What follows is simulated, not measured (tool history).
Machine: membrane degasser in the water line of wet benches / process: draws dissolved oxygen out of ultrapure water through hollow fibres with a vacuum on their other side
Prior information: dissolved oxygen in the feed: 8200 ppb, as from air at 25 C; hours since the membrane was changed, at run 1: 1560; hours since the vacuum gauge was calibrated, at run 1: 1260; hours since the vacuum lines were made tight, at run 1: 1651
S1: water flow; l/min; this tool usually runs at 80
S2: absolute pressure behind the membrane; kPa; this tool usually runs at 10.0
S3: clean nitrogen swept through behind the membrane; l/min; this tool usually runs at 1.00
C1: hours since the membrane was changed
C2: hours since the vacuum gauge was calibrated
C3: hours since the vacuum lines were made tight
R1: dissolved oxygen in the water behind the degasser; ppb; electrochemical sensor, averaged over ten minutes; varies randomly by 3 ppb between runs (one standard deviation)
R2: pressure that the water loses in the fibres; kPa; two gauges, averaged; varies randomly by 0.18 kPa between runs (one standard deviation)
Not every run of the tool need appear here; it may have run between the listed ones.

run    hour  S1    S2    S3    C1    C2    C3      R1     R2
  1     0.0  80  10.0  1.00  1560  1260  1651   890.2  35.81
  2   150.6  80  10.0  1.00  1711  1410  1802   890.5  35.77
  3   323.4  80  10.0  1.00  1884  1583  1975   893.8  35.58
  4   479.0  80  10.0  1.10  2039  1739  2131   840.7  35.79
  5   640.6  80  10.0  1.10  2201  1900  2292   842.8  36.01
  6   800.3  80  10.0  1.10  2361  2060  2452   842.5  35.81
  7   899.6  80  10.0  1.10  2460  2159  2551   835.6  36.15
  8   983.0  80  10.0  1.10  2543  2243  2634   846.9  35.93
  9  1055.9  68  10.0  1.00  2616  2315  2707   790.2  30.91
 10  1165.0  68  10.0  1.00  2725  2425  2817   789.4  30.70
 11  1301.2  68  10.0  1.00  2862  2561  2953   786.0  30.69
 12  1389.0  62  21.4  0.69  2949  2649  3040  2158.2  28.05
 13  1552.7  80   6.9  1.00  3113  2812  3204   529.8  36.22
 14  1665.7  80   6.9  1.00  3226  2925  3317   530.4  36.03

4 ways to go on from here, each from the tool as it stands after run 14. What would each give?
  A  1740.7  56   6.9  1.00  3301  3000  3392   ?   ?
  B  1740.7  55  23.1  1.57  3301  3000  3392   ?   ?
  C  1740.7  61  16.9  1.00  3301  3000  3392   ?   ?
  D  1740.7  80  16.6  1.51  3301  3000  3392   ?   ?

run      R1     R2
  A   391.1  25.21
  B  1266.0  24.92
  C  1344.9  27.53
  D  1232.8  35.97
Take away the tool's hidden state, keep each run's random variation, and the runs would have read:
run      R1     R2
  A   380.1  24.27
  B  1258.5  24.00
  C  1335.1  26.51
  D  1218.9  34.63
